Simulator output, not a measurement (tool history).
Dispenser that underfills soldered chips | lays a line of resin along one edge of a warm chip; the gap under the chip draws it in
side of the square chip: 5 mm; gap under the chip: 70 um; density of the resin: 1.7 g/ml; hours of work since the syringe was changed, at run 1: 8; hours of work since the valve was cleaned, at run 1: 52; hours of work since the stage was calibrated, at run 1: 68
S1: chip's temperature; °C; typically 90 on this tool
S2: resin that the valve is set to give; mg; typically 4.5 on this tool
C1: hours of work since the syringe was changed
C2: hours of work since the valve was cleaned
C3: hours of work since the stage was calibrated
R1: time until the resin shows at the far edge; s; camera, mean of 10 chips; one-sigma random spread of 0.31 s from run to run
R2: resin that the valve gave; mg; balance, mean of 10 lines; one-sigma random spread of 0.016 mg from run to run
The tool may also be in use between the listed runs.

{"run": 1, "day": 0.0, "S1": 90, "S2": 4.5, "C1": 8, "C2": 52, "C3": 68, "R1": 15.1, "R2": 4.46}
{"day": 0.088, "done": "new syringe of resin"}
{"run": 2, "day": 0.179, "S1": 90, "S2": 4.5, "C1": 2, "C2": 55, "C3": 71, "R1": 9.8, "R2": 4.44}
{"run": 3, "day": 0.396, "S1": 90, "S2": 4.5, "C1": 5, "C2": 59, "C3": 75, "R1": 13.2, "R2": 4.43}
{"run": 4, "day": 0.521, "S1": 90, "S2": 4.5, "C1": 8, "C2": 61, "C3": 77, "R1": 14.5, "R2": 4.44}
{"day": 0.629, "done": "new syringe of resin"}
{"run": 5, "day": 0.675, "S1": 90, "S2": 4.5, "C1": 1, "C2": 63, "C3": 79, "R1": 9.1, "R2": 4.43}
{"run": 6, "day": 0.971, "S1": 90, "S2": 4.5, "C1": 6, "C2": 68, "C3": 84, "R1": 13.2, "R2": 4.45}
{"day": 1.038, "done": "dispensing valve cleaned and set on the balance"}
{"day": 1.204, "done": "new syringe of resin"}
{"run": 7, "day": 1.204, "S1": 90, "S2": 4.5, "C1": 0, "C2": 3, "C3": 87, "R1": 9, "R2": 4.49}
{"run": 8, "day": 1.379, "S1": 90, "S2": 4.5, "C1": 3, "C2": 6, "C3": 90, "R1": 10.9, "R2": 4.49}
{"run": 9, "day": 1.517, "S1": 82, "S2": 4.24, "C1": 5, "C2": 8, "C3": 93, "R1": 19.1, "R2": 4.22}
{"run": 10, "day": 1.717, "S1": 82, "S2": 4.24, "C1": 9, "C2": 11, "C3": 96, "R1": 23.8, "R2": 4.23}
{"day": 1.75, "done": "new syringe of resin"}
{"run": 11, "day": 1.992, "S1": 90, "S2": 4.26, "C1": 4, "C2": 16, "C3": 101, "R1": 11.7, "R2": 4.26}
{"day": 2.283, "done": "new syringe of resin"}
{"run": 12, "day": 2.283, "S1": 90, "S2": 4.3, "C1": 0, "C2": 21, "C3": 105, "R1": 9.1, "R2": 4.3}
{"run": 13, "day": 2.462, "S1": 99, "S2": 5.86, "C1": 3, "C2": 24, "C3": 109, "R1": 7, "R2": 5.82}
{"run": 14, "day": 2.679, "S1": 88, "S2": 5.28, "C1": 7, "C2": 28, "C3": 112, "R1": 15.5, "R2": 5.23}

Each row is a separate what-if for the run after 14, all from the same tool condition, not one after another. Results?
{"day": 2.821, "done": "new syringe of resin"}
{"run": "A", "day": 2.958, "S1": 90, "S2": 4.18, "C1": 2, "C2": 32, "C3": 117, "R1": "?", "R2": "?"}
{"day": 2.821, "done": "new syringe of resin"}
{"run": "B", "day": 2.958, "S1": 82, "S2": 4.56, "C1": 2, "C2": 32, "C3": 117, "R1": "?", "R2": "?"}
{"day": 2.821, "done": "new syringe of resin"}
{"run": "C", "day": 2.958, "S1": 91, "S2": 5.28, "C1": 2, "C2": 32, "C3": 117, "R1": "?", "R2": "?"}
{"day": 2.821, "done": "new syringe of resin"}
{"run": "D", "day": 2.958, "S1": 96, "S2": 5.64, "C1": 2, "C2": 32, "C3": 117, "R1": "?", "R2": "?"}

run=A R1=10.4 R2=4.13
run=B R1=14.8 R2=4.5
run=C R1=9.5 R2=5.25
run=D R1=7.6 R2=5.62
Stripped of hidden state, with their random variation kept, the same runs would have yielded:
run=A R1=8.8 R2=4.17
run=B R1=12.5 R2=4.54
run=C R1=8 R2=5.3
run=D R1=6.5 R2=5.67
